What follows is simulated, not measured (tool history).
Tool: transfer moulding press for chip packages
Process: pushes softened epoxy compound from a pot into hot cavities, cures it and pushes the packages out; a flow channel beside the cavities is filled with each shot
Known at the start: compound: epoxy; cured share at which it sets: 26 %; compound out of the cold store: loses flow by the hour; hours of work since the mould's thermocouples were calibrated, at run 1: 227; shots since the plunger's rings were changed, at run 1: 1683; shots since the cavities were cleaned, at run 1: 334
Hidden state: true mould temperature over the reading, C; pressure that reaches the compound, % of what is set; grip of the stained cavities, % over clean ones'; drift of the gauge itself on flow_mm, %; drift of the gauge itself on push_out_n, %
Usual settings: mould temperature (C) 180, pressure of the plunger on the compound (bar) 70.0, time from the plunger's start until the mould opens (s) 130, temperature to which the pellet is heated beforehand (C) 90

run   hour  mould temperature (C)  pressure of the plunger on the compound (bar)  time from the plunger's start until the mould opens (s)  temperature to which the pellet is heated beforehand (C)  hours of work since the mould's thermocouples were calibrated  shots since the plunger's rings were changed  shots since the cavities were cleaned  incoming compound's hours out of the cold store  length that the compound runs in the flow channel (mm)  greatest force on the pins that push the packages out (N)
  1    0.0                    180                                           70.0                                                      130                                                        90                                                            227                                          1683                                    334                                             30.3                                                     720                                                        636
  2    4.8                    180                                           74.2                                                      130                                                        90                                                            231                                          1731                                    382                                             26.5                                                     758                                                        642
  3   10.8                    180                                           74.2                                                      130                                                        90                                                            235                                          1791                                    442                                              9.3                                                     867                                                        744
  4   18.7                    180                                           74.2                                                      130                                                        90                                                            240                                          1870                                    521                                             22.1                                                     775                                                        697
  5   26.5                    180                                           74.2                                                      130                                                        90                                                            245                                          1948                                    599                                             29.6                                                     739                                                        735
  6   36.2                    180                                           74.2                                                      130                                                        90                                                            251                                          2045                                    696                                             27.0                                                     749                                                        753
  7   43.1                    180                                           70.0                                                      130                                                        90                                                            256                                          2114                                    765                                             38.9                                                     668                                                        715
  8   48.8                    180                                           70.0                                                      130                                                        90                                                            259                                          2170                                    821                                             46.6                                                     633                                                        739
  9   57.8                    180                                           70.0                                                      130                                                        90                                                            265                                          2261                                    912                                             25.1                                                     746                                                        813
 10   63.9                    180                                           70.0                                                      158                                                        90                                                            269                                          2321                                    972                                             33.0                                                     696                                                        651
 11   73.1                    180                                           70.0                                                      158                                                        90                                                            275                                          2413                                   1064                                             11.4                                                     822                                                        684
      75.8  -- mould's thermocouples calibrated
      79.5  -- cavities cleaned with cleaning compound and waxed
 12   84.2                    180                                           70.0                                                      167                                                        90                                                              5                                          2489                                     47                                             18.8                                                     772                                                        400
 13   89.8                    180                                           70.0                                                      130                                                        90                                                              8                                          2545                                    103                                             44.1                                                     641                                                        526
     100.2  -- mould's thermocouples calibrated, once more
 14  101.4                    180                                           70.0                                                      130                                                        90                                                              1                                          2641                                    199                                             47.2                                                     625                                                        533
 15  108.8                    180                                           70.0                                                      130                                                        90                                                              6                                          2715                                    273                                             24.7                                                     742                                                        589
 16  116.4                    181                                           74.2                                                      112                                                        99                                                             11                                          2791                                    349                                             34.6                                                     710                                                        733
 17  123.0                    181                                           74.2                                                      112                                                        99                                                             15                                          2856                                    414                                             29.0                                                     731                                                        753
 18  127.5                    180                                           57.4                                                      130                                                        81                                                             18                                          2902                                    460                                              9.1                                                     751                                                        723
 19  135.0                    180                                           57.4                                                      130                                                        81                                                             23                                          2976                                    534                                             38.6                                                     600                                                        644
 20  140.2                    173                                           70.0                                                      130                                                        83                                                             26                                          3028                                    586                                             17.6                                                     794                                                       1102
 21  146.8                    173                                           69.0                                                      114                                                        98                                                             30                                          3094                                    652                                             34.2                                                     688                                                       1331
 22  152.0                    177                                           85.9                                                      123                                                        90                                                             34                                          3146                                    704                                             47.0                                                     702                                                        849
 23  158.6                    187                                           72.4                                                      148                                                        92                                                             38                                          3212                                    770                                             47.6                                                     620                                                        558
 24  165.0                    187                                           72.4                                                      148                                                        92                                                             42                                          3276                                    834                                             25.0                                                     722                                                        604
 25  171.7                    187                                           72.4                                                      148                                                        92                                                             47                                          3343                                    901                                             46.2                                                     618                                                        587
 26  178.5                    184                                           70.0                                                      130                                                        90                                                             51                                          3410                                    968                                             33.6                                                     673                                                        673
 27  184.8                    184                                           74.7                                                      167                                                        90                                                             55                                          3473                                   1031                                             44.5                                                     640                                                        622
     192.6  -- cavities cleaned with cleaning compound and waxed
 28  192.6                    184                                           74.7                                                      167                                                        90                                                             59                                          3536                                      0                                             18.1                                                     786                                                        366
 29  199.9                    174                                           80.1                                                      156                                                        99                                                             64                                          3609                                     73                                             34.0                                                     742                                                        518

Forecast each of these 3 alternatives for the next run:
  A  208.7                    180                                           80.1                                                      148                                                        90                                                             70                                          3697                                    161                                             17.0                                                       ?                                                          ?
  B  208.7                    187                                           80.1                                                      156                                                        99                                                             70                                          3697                                    161                                             28.8                                                       ?                                                          ?
  C  208.7                    182                                           70.0                                                      163                                                        89                                                             70                                          3697                                    161                                             22.0                                                       ?                                                          ?

run  length that the compound runs in the flow channel (mm)  greatest force on the pins that push the packages out (N)
  A                                                     830                                                        483
  B                                                     739                                                        443
  C                                                     740                                                        437
Without the tool's hidden state the same runs would have given:
run  length that the compound runs in the flow channel (mm)  greatest force on the pins that push the packages out (N)
  A                                                     856                                                        405
  B                                                     762                                                        371
  C                                                     763                                                        365
